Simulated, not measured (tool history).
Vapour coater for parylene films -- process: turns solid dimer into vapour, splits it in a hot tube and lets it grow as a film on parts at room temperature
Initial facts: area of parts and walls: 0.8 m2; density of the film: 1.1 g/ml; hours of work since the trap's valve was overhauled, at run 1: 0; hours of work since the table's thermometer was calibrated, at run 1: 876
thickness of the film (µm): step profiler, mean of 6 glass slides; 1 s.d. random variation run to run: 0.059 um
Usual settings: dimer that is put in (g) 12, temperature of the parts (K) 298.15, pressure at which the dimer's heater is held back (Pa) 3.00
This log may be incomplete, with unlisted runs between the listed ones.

run	hour	dimer that is put in (g)	temperature of the parts (K)	pressure at which the dimer's heater is held back (Pa)	hours of work since the trap's valve was overhauled	hours of work since the table's thermometer was calibrated	thickness of the film (µm)
1	0.0	12	298.15	3.00	0	876	6.67
2	32.1	12	298.15	3.00	14	890	6.58
3	66.4	12	298.15	3.00	29	905	6.59
4	118.7	12	298.15	3.00	51	927	6.62
5	165.6	12	298.15	3.00	72	948	6.47
6	195.9	12	298.15	3.00	85	961	6.55
7	246.5	12	298.15	3.00	106	983	6.43
8	297.2	12	298.15	3.00	128	1005	6.31
9	321.7	12	298.15	3.00	139	1015	6.24
10	361.5	12	298.15	3.00	156	1032	6.28
11	394.8	12	293.15	2.71	171	1047	7.82
# hour 402.0: trap's valve overhauled
12	442.7	14	300.15	2.36	18	1066	6.81
13	469.2	14	291.15	2.54	29	1077	9.87
14	498.4	19	298.15	9.23	42	1090	7.33
15	532.0	9	305.15	3.51	56	1104	3.21

Predict the results of run 16:
# hour 558.4: table's thermometer calibrated
16	579.7	11	300.15	3.00	76	9	?

{"run 16": {"thickness of the film (µm)": 5.17}}
Without the tool's hidden state the same run would have given thickness of the film (µm) 5.88.

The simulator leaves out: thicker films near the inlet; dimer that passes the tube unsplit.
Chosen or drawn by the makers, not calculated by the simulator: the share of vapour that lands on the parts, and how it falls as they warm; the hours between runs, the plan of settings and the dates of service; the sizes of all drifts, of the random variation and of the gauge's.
